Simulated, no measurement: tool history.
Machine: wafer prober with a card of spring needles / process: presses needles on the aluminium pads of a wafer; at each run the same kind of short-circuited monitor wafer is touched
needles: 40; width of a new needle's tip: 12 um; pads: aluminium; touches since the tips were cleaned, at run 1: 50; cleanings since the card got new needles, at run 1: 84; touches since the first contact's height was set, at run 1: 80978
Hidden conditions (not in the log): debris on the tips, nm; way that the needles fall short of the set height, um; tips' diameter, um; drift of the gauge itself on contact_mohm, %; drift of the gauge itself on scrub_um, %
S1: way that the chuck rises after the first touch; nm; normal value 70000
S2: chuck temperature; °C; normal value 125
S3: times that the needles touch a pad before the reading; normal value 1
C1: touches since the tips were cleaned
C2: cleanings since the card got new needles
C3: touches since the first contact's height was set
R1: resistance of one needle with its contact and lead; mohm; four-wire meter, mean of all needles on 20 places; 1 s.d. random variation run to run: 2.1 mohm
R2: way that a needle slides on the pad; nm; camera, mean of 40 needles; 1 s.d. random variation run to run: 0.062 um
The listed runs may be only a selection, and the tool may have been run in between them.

{"run": 1, "hour": 0.0, "S1": 70000, "S2": 125, "S3": 1, "C1": 50, "C2": 84, "C3": 80978, "R1": 230, "R2": 19470}
{"hour": 3.6, "done": "tips cleaned on abrasive film"}
{"hour": 8.1, "done": "tips cleaned on abrasive film"}
{"hour": 11.7, "done": "tips cleaned on abrasive film"}
{"hour": 16.2, "done": "tips cleaned on abrasive film"}
{"hour": 20.7, "done": "tips cleaned on abrasive film"}
{"run": 2, "hour": 21.3, "S1": 70000, "S2": 125, "S3": 1, "C1": 440, "C2": 89, "C3": 94719, "R1": 226, "R2": 19550}
{"hour": 25.0, "done": "tips cleaned on abrasive film"}
{"hour": 29.4, "done": "tips cleaned on abrasive film"}
{"hour": 33.9, "done": "tips cleaned on abrasive film"}
{"hour": 38.4, "done": "tips cleaned on abrasive film"}
{"run": 3, "hour": 39.8, "S1": 70000, "S2": 125, "S3": 1, "C1": 907, "C2": 93, "C3": 106609, "R1": 220, "R2": 19410}
{"hour": 42.5, "done": "tips cleaned on abrasive film"}
{"hour": 47.0, "done": "tips cleaned on abrasive film"}
{"hour": 51.5, "done": "tips cleaned on abrasive film"}
{"run": 4, "hour": 52.2, "S1": 70000, "S2": 125, "S3": 1, "C1": 506, "C2": 96, "C3": 114631, "R1": 225, "R2": 19560}
{"hour": 55.9, "done": "tips cleaned on abrasive film"}
{"hour": 60.3, "done": "tips cleaned on abrasive film"}
{"hour": 64.8, "done": "tips cleaned on abrasive film"}
{"hour": 69.3, "done": "tips cleaned on abrasive film"}
{"hour": 72.9, "done": "tips cleaned on abrasive film"}
{"hour": 77.4, "done": "tips cleaned on abrasive film"}
{"run": 5, "hour": 78.0, "S1": 70000, "S2": 125, "S3": 1, "C1": 412, "C2": 102, "C3": 131227, "R1": 225, "R2": 19440}
{"hour": 81.6, "done": "tips cleaned on abrasive film"}
{"hour": 85.2, "done": "tips cleaned on abrasive film"}
{"hour": 89.7, "done": "tips cleaned on abrasive film"}
{"hour": 94.2, "done": "tips cleaned on abrasive film"}
{"hour": 98.7, "done": "tips cleaned on abrasive film"}
{"hour": 103.2, "done": "tips cleaned on abrasive film"}
{"run": 6, "hour": 103.5, "S1": 70000, "S2": 125, "S3": 1, "C1": 204, "C2": 108, "C3": 147615, "R1": 222, "R2": 19490}
{"hour": 107.1, "done": "tips cleaned on abrasive film"}
{"hour": 111.6, "done": "tips cleaned on abrasive film"}
{"hour": 114.5, "done": "height of the first contact set anew"}
{"hour": 115.5, "done": "tips cleaned on abrasive film"}
{"hour": 119.5, "done": "tips cleaned on abrasive film"}
{"run": 7, "hour": 119.5, "S1": 70000, "S2": 125, "S3": 2, "C1": 0, "C2": 112, "C3": 3192, "R1": 225, "R2": 19500}
{"hour": 124.0, "done": "tips cleaned on abrasive film"}
{"hour": 128.5, "done": "tips cleaned on abrasive film"}
{"run": 8, "hour": 131.9, "S1": 70000, "S2": 125, "S3": 2, "C1": 2259, "C2": 114, "C3": 11231, "R1": 231, "R2": 19530}
{"hour": 132.9, "done": "tips cleaned on abrasive film"}
{"hour": 137.4, "done": "tips cleaned on abrasive film"}
{"hour": 141.9, "done": "tips cleaned on abrasive film"}
{"hour": 146.4, "done": "tips cleaned on abrasive film"}
{"hour": 150.8, "done": "tips cleaned on abrasive film"}
{"hour": 155.3, "done": "tips cleaned on abrasive film"}
{"run": 9, "hour": 155.8, "S1": 80000, "S2": 125, "S3": 2, "C1": 314, "C2": 120, "C3": 26575, "R1": 222, "R2": 22290}
{"hour": 159.4, "done": "tips cleaned on abrasive film"}
{"hour": 163.9, "done": "tips cleaned on abrasive film"}
{"hour": 167.5, "done": "tips cleaned on abrasive film"}
{"run": 10, "hour": 169.0, "S1": 80000, "S2": 125, "S3": 2, "C1": 1018, "C2": 123, "C3": 35109, "R1": 224, "R2": 22220}
{"hour": 171.8, "done": "tips cleaned on abrasive film"}
{"hour": 176.3, "done": "tips cleaned on abrasive film"}
{"hour": 180.7, "done": "tips cleaned on abrasive film"}
{"hour": 185.2, "done": "tips cleaned on abrasive film"}
{"hour": 189.7, "done": "tips cleaned on abrasive film"}
{"run": 11, "hour": 190.4, "S1": 80000, "S2": 125, "S3": 2, "C1": 430, "C2": 128, "C3": 48835, "R1": 219, "R2": 22290}
{"hour": 194.0, "done": "tips cleaned on abrasive film"}
{"hour": 198.5, "done": "tips cleaned on abrasive film"}
{"hour": 202.1, "done": "tips cleaned on abrasive film"}
{"hour": 206.5, "done": "tips cleaned on abrasive film"}
{"hour": 210.2, "done": "tips cleaned on abrasive film"}
{"hour": 214.6, "done": "tips cleaned on abrasive film"}
{"run": 12, "hour": 215.7, "S1": 80000, "S2": 125, "S3": 2, "C1": 725, "C2": 134, "C3": 65167, "R1": 222, "R2": 22300}
{"hour": 218.5, "done": "tips cleaned on abrasive film"}
{"hour": 223.0, "done": "tips cleaned on abrasive film"}
{"hour": 227.4, "done": "tips cleaned on abrasive film"}
{"hour": 231.9, "done": "tips cleaned on abrasive film"}
{"hour": 236.4, "done": "tips cleaned on abrasive film"}
{"run": 13, "hour": 239.0, "S1": 81000, "S2": 125, "S3": 1, "C1": 1707, "C2": 139, "C3": 80172, "R1": 219, "R2": 22540}
{"hour": 240.8, "done": "tips cleaned on abrasive film"}
{"hour": 245.3, "done": "tips cleaned on abrasive film"}
{"hour": 249.8, "done": "tips cleaned on abrasive film"}
{"hour": 254.3, "done": "tips cleaned on abrasive film"}
{"run": 14, "hour": 257.5, "S1": 58000, "S2": 63, "S3": 2, "C1": 2107, "C2": 143, "C3": 92106, "R1": 215, "R2": 16190}
{"hour": 258.5, "done": "tips cleaned on abrasive film"}
{"hour": 263.0, "done": "tips cleaned on abrasive film"}
{"hour": 267.4, "done": "tips cleaned on abrasive film"}
{"run": 15, "hour": 270.2, "S1": 58000, "S2": 63, "S3": 2, "C1": 1820, "C2": 146, "C3": 100285, "R1": 209, "R2": 16110}
{"hour": 271.2, "done": "tips cleaned on abrasive film"}
{"hour": 274.8, "done": "tips cleaned on abrasive film"}
{"hour": 279.3, "done": "tips cleaned on abrasive film"}
{"hour": 283.8, "done": "tips cleaned on abrasive film"}
{"hour": 287.4, "done": "tips cleaned on abrasive film"}
{"run": 16, "hour": 289.4, "S1": 58000, "S2": 125, "S3": 1, "C1": 1371, "C2": 151, "C3": 112639, "R1": 226, "R2": 16110}
{"hour": 291.3, "done": "tips cleaned on abrasive film"}
{"hour": 295.8, "done": "tips cleaned on abrasive film"}
{"hour": 299.4, "done": "tips cleaned on abrasive film"}
{"hour": 303.9, "done": "tips cleaned on abrasive film"}
{"hour": 308.4, "done": "tips cleaned on abrasive film"}
{"run": 17, "hour": 311.9, "S1": 61000, "S2": 97, "S3": 1, "C1": 2306, "C2": 156, "C3": 127085, "R1": 217, "R2": 17060}
{"hour": 312.8, "done": "tips cleaned on abrasive film"}
{"hour": 317.3, "done": "tips cleaned on abrasive film"}
{"hour": 321.8, "done": "tips cleaned on abrasive film"}
{"run": 18, "hour": 322.7, "S1": 88000, "S2": 125, "S3": 1, "C1": 618, "C2": 159, "C3": 134061, "R1": 217, "R2": 24470}
{"hour": 325.5, "done": "tips cleaned on abrasive film"}
{"hour": 329.9, "done": "tips cleaned on abrasive film"}
{"hour": 334.4, "done": "tips cleaned on abrasive film"}
{"hour": 338.9, "done": "tips cleaned on abrasive film"}
{"hour": 342.5, "done": "tips cleaned on abrasive film"}
{"hour": 347.0, "done": "tips cleaned on abrasive film"}
{"run": 19, "hour": 347.8, "S1": 88000, "S2": 125, "S3": 1, "C1": 551, "C2": 165, "C3": 150216, "R1": 221, "R2": 24480}
{"hour": 351.4, "done": "tips cleaned on abrasive film"}
{"hour": 355.1, "done": "tips cleaned on abrasive film"}
{"hour": 355.4, "done": "height of the first contact set anew"}
{"hour": 359.8, "done": "tips cleaned on abrasive film"}
{"hour": 364.3, "done": "tips cleaned on abrasive film"}
{"run": 20, "hour": 365.4, "S1": 56000, "S2": 124, "S3": 1, "C1": 744, "C2": 169, "C3": 6524, "R1": 231, "R2": 15580}
{"hour": 368.2, "done": "tips cleaned on abrasive film"}
{"hour": 372.7, "done": "tips cleaned on abrasive film"}
{"hour": 377.1, "done": "tips cleaned on abrasive film"}
{"hour": 381.6, "done": "tips cleaned on abrasive film"}
{"run": 21, "hour": 383.5, "S1": 56000, "S2": 35, "S3": 1, "C1": 1257, "C2": 173, "C3": 18186, "R1": 207, "R2": 15670}
{"hour": 385.4, "done": "tips cleaned on abrasive film"}
{"hour": 389.0, "done": "tips cleaned on abrasive film"}
{"hour": 393.5, "done": "tips cleaned on abrasive film"}
{"hour": 398.0, "done": "tips cleaned on abrasive film"}
{"hour": 402.5, "done": "tips cleaned on abrasive film"}
{"hour": 406.9, "done": "tips cleaned on abrasive film"}
{"run": 22, "hour": 408.6, "S1": 56000, "S2": 35, "S3": 1, "C1": 1101, "C2": 179, "C3": 34321, "R1": 209, "R2": 15580}
{"hour": 411.3, "done": "tips cleaned on abrasive film"}
{"hour": 415.8, "done": "tips cleaned on abrasive film"}
{"hour": 420.3, "done": "tips cleaned on abrasive film"}
{"hour": 424.8, "done": "tips cleaned on abrasive film"}
{"run": 23, "hour": 425.7, "S1": 56000, "S2": 35, "S3": 1, "C1": 608, "C2": 183, "C3": 45334, "R1": 203, "R2": 15630}

Run 24 comes next. What will it give?
{"hour": 428.4, "done": "tips cleaned on abrasive film"}
{"hour": 432.9, "done": "tips cleaned on abrasive film"}
{"hour": 437.4, "done": "tips cleaned on abrasive film"}
{"hour": 441.0, "done": "tips cleaned on abrasive film"}
{"hour": 445.5, "done": "tips cleaned on abrasive film"}
{"run": 24, "hour": 447.8, "S1": 70000, "S2": 125, "S3": 1, "C1": 1495, "C2": 188, "C3": 59541, "R1": "?", "R2": "?"}

{"run 24": {"R1": 226, "R2": 19440}}
Without the tool's hidden state the same run would have given R1 226 mohm, R2 19450 nm.
